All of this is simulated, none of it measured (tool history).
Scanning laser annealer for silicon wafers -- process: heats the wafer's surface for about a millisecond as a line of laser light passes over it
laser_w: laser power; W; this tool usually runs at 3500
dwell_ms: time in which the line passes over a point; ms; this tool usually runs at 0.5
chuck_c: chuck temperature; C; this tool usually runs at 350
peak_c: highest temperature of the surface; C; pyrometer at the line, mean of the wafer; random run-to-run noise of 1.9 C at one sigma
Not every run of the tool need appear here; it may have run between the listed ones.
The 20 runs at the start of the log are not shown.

run	day	laser_w	dwell_ms	chuck_c	peak_c
21	7.962	3697	0.502	346	1188
22	8.233	3697	0.502	346	1193
23	8.833	3697	0.502	346	1190
24	9.358	3695	0.487	339	1164
25	9.671	3695	0.504	367	1213
26	9.983	3695	0.504	367	1208
27	10.258	3755	0.391	367	1115
28	10.592	3571	0.5	350	1161
29	10.921	3222	0.5	350	1069
30	11.492	3266	0.473	350	1058
31	11.921	3199	0.36	350	943
# day 12.108: window over the wafer cleaned
32	12.488	3199	0.36	350	963

Consider 4 possible next runs. They are alternatives, not a sequence: every one starts from the tool as it was left by run 32. What does each give?
A	13.008	3500	0.5	356	?
B	13.008	3249	0.402	354	?
C	13.008	3199	0.36	320	?
D	13.008	3822	0.415	357	?

run	peak_c
A	1169
B	1016
C	931
D	1166
Had the tool no hidden state, the same runs would have come out as:
run	peak_c
A	1190
B	1032
C	947
D	1187
